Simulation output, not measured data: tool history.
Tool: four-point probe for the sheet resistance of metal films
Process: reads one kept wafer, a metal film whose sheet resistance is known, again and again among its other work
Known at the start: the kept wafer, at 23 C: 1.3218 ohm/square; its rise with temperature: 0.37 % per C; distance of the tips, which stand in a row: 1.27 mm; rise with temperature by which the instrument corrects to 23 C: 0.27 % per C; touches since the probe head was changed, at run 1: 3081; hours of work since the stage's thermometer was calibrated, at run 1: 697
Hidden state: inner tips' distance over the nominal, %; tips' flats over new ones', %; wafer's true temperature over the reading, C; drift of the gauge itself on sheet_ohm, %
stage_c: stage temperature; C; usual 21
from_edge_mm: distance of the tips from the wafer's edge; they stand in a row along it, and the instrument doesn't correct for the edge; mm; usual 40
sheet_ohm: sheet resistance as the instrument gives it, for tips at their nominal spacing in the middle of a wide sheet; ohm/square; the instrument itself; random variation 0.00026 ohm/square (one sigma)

run   hour  stage_c  from_edge_mm  touches since the probe head was changed  hours of work since the stage's thermometer was calibrated  sheet_ohm
  1    0.0       21            40                                      3081                                                         697   1.316052
  2   41.7       21            40                                      4313                                                         727   1.315714
  3   79.7       21            40                                      5436                                                         755   1.315945
  4  116.7       21            40                                      6528                                                         781   1.315936
  5  149.5       21             7                                      7498                                                         805   1.338030
  6  184.7       21            40                                      8537                                                         831   1.315361
  7  204.1       21            40                                      9111                                                         845   1.315565
  8  231.4       21            12                                      9918                                                         864   1.322815
  9  258.0       21            12                                     10703                                                         884   1.322605
 10  285.7       21            12                                     11522                                                         904   1.322662
 11  311.5       28            40                                     12283                                                         922   1.324533
 12  336.9       28            40                                     13033                                                         941   1.323697
 13  361.2       19            39                                     13750                                                         958   1.312776
 14  401.6       23            39                                     14945                                                         988   1.317935
 15  445.0       23            39                                     16228                                                        1019   1.317482
 16  471.8       21            11                                     17019                                                        1039   1.324024
 17  505.8       19            47                                     18023                                                        1063   1.311869
 18  546.7       21            14                                     19232                                                        1093   1.319577
 19  581.2       31            40                                     20250                                                        1118   1.326841
 20  613.6       18             5                                     21206                                                        1141   1.353784
 21  646.8       27            11                                     22188                                                        1165   1.330861

Forecast run 22:
 22  674.7       27            11                                     23013                                                        1185          ?

Run 22 gave sheet_ohm 1.331417 ohm/square.
Without the tool's hidden state the same run would have given sheet_ohm 1.336900 ohm/square.
